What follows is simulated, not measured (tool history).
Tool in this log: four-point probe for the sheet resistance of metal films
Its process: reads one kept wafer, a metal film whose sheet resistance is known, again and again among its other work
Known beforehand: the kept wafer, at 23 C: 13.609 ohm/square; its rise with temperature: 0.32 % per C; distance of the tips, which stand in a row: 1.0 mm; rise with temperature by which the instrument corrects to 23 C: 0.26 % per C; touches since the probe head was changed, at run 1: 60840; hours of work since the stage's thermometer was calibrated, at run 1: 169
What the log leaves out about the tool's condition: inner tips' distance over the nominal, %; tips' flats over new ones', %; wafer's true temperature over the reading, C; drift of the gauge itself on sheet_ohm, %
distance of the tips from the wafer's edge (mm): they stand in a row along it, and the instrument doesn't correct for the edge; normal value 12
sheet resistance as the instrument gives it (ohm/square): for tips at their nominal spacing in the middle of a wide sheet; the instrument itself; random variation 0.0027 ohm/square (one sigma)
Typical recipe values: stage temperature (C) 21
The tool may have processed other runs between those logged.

run   hour  stage temperature (C)  distance of the tips from the wafer's edge (mm)  touches since the probe head was changed  hours of work since the stage's thermometer was calibrated  sheet resistance as the instrument gives it (ohm/square)
  1    0.0                     21                                               12                                     60840                                                         169                                                 13.642900
  2   22.6                     21                                               12                                     61436                                                         181                                                 13.644760
  3   46.3                     21                                               12                                     62062                                                         193                                                 13.641641
  4   71.6                     21                                               12                                     62728                                                         206                                                 13.642029
  5  102.9                     21                                               12                                     63553                                                         223                                                 13.638292
  6  135.6                     21                                               12                                     64417                                                         240                                                 13.639020
  7  166.1                     21                                               12                                     65222                                                         256                                                 13.638084
  8  200.1                     21                                               12                                     66118                                                         273                                                 13.637003
  9  224.0                     21                                               12                                     66750                                                         286                                                 13.641483
 10  246.9                     21                                               12                                     67353                                                         298                                                 13.640507
 11  276.2                     21                                               12                                     68125                                                         313                                                 13.640058
 12  297.4                     21                                               12                                     68685                                                         324                                                 13.634789
 13  317.0                     21                                               38                                     69203                                                         334                                                 13.589521
 14  349.3                     21                                               38                                     70054                                                         351                                                 13.585873
 15  371.0                     21                                               12                                     70626                                                         362                                                 13.637319
 16  404.4                     21                                               12                                     71507                                                         380                                                 13.631952
 17  422.7                     20                                               13                                     71989                                                         389                                                 13.618589
     428.2  -- new probe head fitted
 18  457.3                     35                                                7                                       768                                                         407                                                 13.826038
 19  475.0                     20                                               24                                      1234                                                         416                                                 13.559361
     478.7  -- stage's thermometer calibrated
 20  503.4                     20                                               24                                      1970                                                          13                                                 13.568467
 21  522.3                     24                                                8                                      2470                                                          23                                                 13.697633
 22  550.5                     24                                                8                                      3212                                                          37                                                 13.701126
 23  570.8                     24                                                8                                      3749                                                          48                                                 13.699484
     597.5  -- stage's thermometer calibrated, once more
 24  597.5                     31                                               38                                      4439                                                           0                                                 13.632824
 25  619.3                     30                                               55                                      5015                                                          11                                                 13.622217
 26  639.6                     26                                               28                                      5550                                                          22                                                 13.595011
 27  667.6                     23                                                8                                      6288                                                          37                                                 13.678904
 28  689.2                     22                                               31                                      6858                                                          48                                                 13.561536
 29  707.5                     22                                               31                                      7340                                                          57                                                 13.562938
 30  730.2                     26                                               72                                      7940                                                          69                                                 13.594967
 31  760.7                     26                                               72                                      8744                                                          85                                                 13.587661

Consider 3 possible next runs. They are alternatives, not a sequence: every one starts from the tool as it was left by run 31. What does each give?
  A  795.4                     26                                               56                                      9658                                                         103                                                         ?
  B  795.4                     21                                               72                                      9658                                                         103                                                         ?
  C  795.4                     21                                               19                                      9658                                                         103                                                         ?

run  sheet resistance as the instrument gives it (ohm/square)
  A                                                 13.590182
  B                                                 13.547366
  C                                                 13.565793
Without the tool's unlogged condition, the same runs would have read:
run  sheet resistance as the instrument gives it (ohm/square)
  A                                                 13.637795
  B                                                 13.594849
  C                                                 13.613336

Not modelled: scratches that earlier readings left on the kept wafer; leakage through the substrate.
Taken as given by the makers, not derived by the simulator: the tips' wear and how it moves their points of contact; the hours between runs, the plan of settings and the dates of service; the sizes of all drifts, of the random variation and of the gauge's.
